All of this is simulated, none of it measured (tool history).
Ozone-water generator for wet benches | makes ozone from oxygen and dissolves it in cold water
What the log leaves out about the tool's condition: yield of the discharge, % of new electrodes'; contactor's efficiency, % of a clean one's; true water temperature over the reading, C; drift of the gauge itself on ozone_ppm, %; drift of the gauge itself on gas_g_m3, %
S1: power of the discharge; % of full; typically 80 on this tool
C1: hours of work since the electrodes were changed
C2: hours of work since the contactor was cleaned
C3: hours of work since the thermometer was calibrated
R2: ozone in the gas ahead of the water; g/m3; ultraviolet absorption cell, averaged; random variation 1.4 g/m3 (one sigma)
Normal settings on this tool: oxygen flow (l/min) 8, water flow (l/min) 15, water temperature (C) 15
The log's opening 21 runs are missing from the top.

run 22 hour=1388.5 | S1=44 oxygen_flow_(l/min)=4.43 water_flow_(l/min)=19 water_temperature_(C)=12 | C1=4794 C2=1028 C3=1449 | dissolved_ozone_(ppm)=23.8 R2=216.9
run 23 hour=1454.7 | S1=83 oxygen_flow_(l/min)=8 water_flow_(l/min)=19 water_temperature_(C)=15 | C1=4860 C2=1093 C3=1515 | dissolved_ozone_(ppm)=35.7 R2=248.1
run 24 hour=1544.3 | S1=83 oxygen_flow_(l/min)=5.34 water_flow_(l/min)=19 water_temperature_(C)=15 | C1=4949 C2=1182 C3=1603 | dissolved_ozone_(ppm)=37.8 R2=322.4
run 25 hour=1587.8 | S1=83 oxygen_flow_(l/min)=5.34 water_flow_(l/min)=19 water_temperature_(C)=15 | C1=4992 C2=1225 C3=1646 | dissolved_ozone_(ppm)=38 R2=321.7
run 26 hour=1657.8 | S1=83 oxygen_flow_(l/min)=5.34 water_flow_(l/min)=19 water_temperature_(C)=15 | C1=5061 C2=1294 C3=1716 | dissolved_ozone_(ppm)=38 R2=320.6
run 27 hour=1701.4 | S1=82 oxygen_flow_(l/min)=10.43 water_flow_(l/min)=17 water_temperature_(C)=12 | C1=5104 C2=1338 C3=1759 | dissolved_ozone_(ppm)=38.2 R2=208.4
run 28 hour=1782.8 | S1=52 oxygen_flow_(l/min)=13.63 water_flow_(l/min)=14 water_temperature_(C)=19 | C1=5185 C2=1418 C3=1839 | dissolved_ozone_(ppm)=23.2 R2=119.8
run 29 hour=1860.7 | S1=54 oxygen_flow_(l/min)=4.28 water_flow_(l/min)=15 water_temperature_(C)=13 | C1=5262 C2=1495 C3=1917 | dissolved_ozone_(ppm)=34.6 R2=262.6
run 30 hour=1943.2 | S1=45 oxygen_flow_(l/min)=4.27 water_flow_(l/min)=13 water_temperature_(C)=20 | C1=5344 C2=1577 C3=1998 | dissolved_ozone_(ppm)=29.8 R2=229
run 31 hour=2028.2 | S1=45 oxygen_flow_(l/min)=4.03 water_flow_(l/min)=13 water_temperature_(C)=20 | C1=5428 C2=1661 C3=2082 | dissolved_ozone_(ppm)=29.9 R2=234
run 32 hour=2107.2 | S1=45 oxygen_flow_(l/min)=4.03 water_flow_(l/min)=13 water_temperature_(C)=20 | C1=5506 C2=1739 C3=2161 | dissolved_ozone_(ppm)=30.1 R2=233

Here are 4 independent what-if runs from the current tool condition. What would each one return?
run A hour=2180 | S1=80 oxygen_flow_(l/min)=4.05 water_flow_(l/min)=13 water_temperature_(C)=13 | C1=5578 C2=1812 C3=2233 | dissolved_ozone_(ppm)=? R2=?
run B hour=2180 | S1=80 oxygen_flow_(l/min)=4.3 water_flow_(l/min)=16 water_temperature_(C)=15 | C1=5578 C2=1812 C3=2233 | dissolved_ozone_(ppm)=? R2=?
run C hour=2180 | S1=80 oxygen_flow_(l/min)=4.6 water_flow_(l/min)=14 water_temperature_(C)=12 | C1=5578 C2=1812 C3=2233 | dissolved_ozone_(ppm)=? R2=?
run D hour=2180 | S1=80 oxygen_flow_(l/min)=8 water_flow_(l/min)=12 water_temperature_(C)=8 | C1=5578 C2=1812 C3=2233 | dissolved_ozone_(ppm)=? R2=?

run=A dissolved_ozone_(ppm)=52.3 R2=371.1
run=B dissolved_ozone_(ppm)=43.1 R2=358.5
run=C dissolved_ozone_(ppm)=49.3 R2=339.8
run=D dissolved_ozone_(ppm)=53 R2=239.3
Without the tool's hidden state the same runs would have given:
run=A dissolved_ozone_(ppm)=57.5 R2=404.1
run=B dissolved_ozone_(ppm)=47.5 R2=390.4
run=C dissolved_ozone_(ppm)=54.2 R2=370.1
run=D dissolved_ozone_(ppm)=58.3 R2=260.5
